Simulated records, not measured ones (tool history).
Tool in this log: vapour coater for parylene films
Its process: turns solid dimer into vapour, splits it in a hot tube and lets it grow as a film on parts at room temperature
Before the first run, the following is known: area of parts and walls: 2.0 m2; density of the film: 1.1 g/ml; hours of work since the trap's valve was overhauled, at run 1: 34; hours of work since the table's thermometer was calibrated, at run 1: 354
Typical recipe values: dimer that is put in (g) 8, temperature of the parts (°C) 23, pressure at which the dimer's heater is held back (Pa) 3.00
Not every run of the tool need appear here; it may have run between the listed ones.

run	hour	dimer that is put in (g)	temperature of the parts (°C)	pressure at which the dimer's heater is held back (Pa)	hours of work since the trap's valve was overhauled	hours of work since the table's thermometer was calibrated	thickness of the film (µm)
1	0.0	8	23	3.00	34	354	2.41
2	24.9	8	23	3.00	54	374	2.40
3	45.3	8	23	3.00	71	390	2.37
4	76.2	8	23	3.00	96	415	2.37
5	91.4	5	23	3.00	108	428	1.48
6	109.8	8	23	3.00	123	442	2.38
7	123.0	8	23	3.00	134	453	2.37
8	153.8	8	23	3.00	159	478	2.39
9	168.6	8	23	3.00	171	490	2.36
10	193.2	8	23	3.00	191	510	2.37
11	220.3	8	23	3.00	213	532	2.34
12	247.4	8	23	3.00	235	554	2.33
13	272.9	8	23	3.00	255	575	2.31
14	302.5	8	23	3.00	279	599	2.33
15	323.1	8	23	3.47	296	615	2.29
16	341.9	8	23	3.47	311	631	2.25
17	356.1	8	23	3.47	323	642	2.28
18	386.3	8	23	7.28	347	667	2.04
19	414.8	8	23	7.28	370	690	2.07
20	428.6	8	23	3.17	381	701	2.27
21	456.9	8	34	3.17	404	724	1.49
22	472.5	8	34	2.87	417	737	1.53
23	503.4	8	23	3.00	442	762	2.29
# hour 533.7: trap's valve overhauled
24	536.9	8	23	3.00	3	786	2.36
25	562.5	6	24	9.08	23	806	1.45
26	576.2	3	33	2.72	34	817	0.62
27	591.1	3	20	2.83	46	829	0.99
28	623.0	3	20	2.83	72	855	1.00
29	654.3	8	32	3.00	98	881	1.68
30	668.3	8	32	3.00	109	892	1.69
31	695.9	8	29	7.07	131	914	1.64
32	715.8	10	26	9.49	148	931	2.20

What does the tool deliver on the next run?
33	747.0	8	35	4.91	173	956	?

Run 33 produced thickness of the film (µm) 1.39.
Had the tool carried no hidden state, the very same run would have given thickness of the film (µm) 1.47.
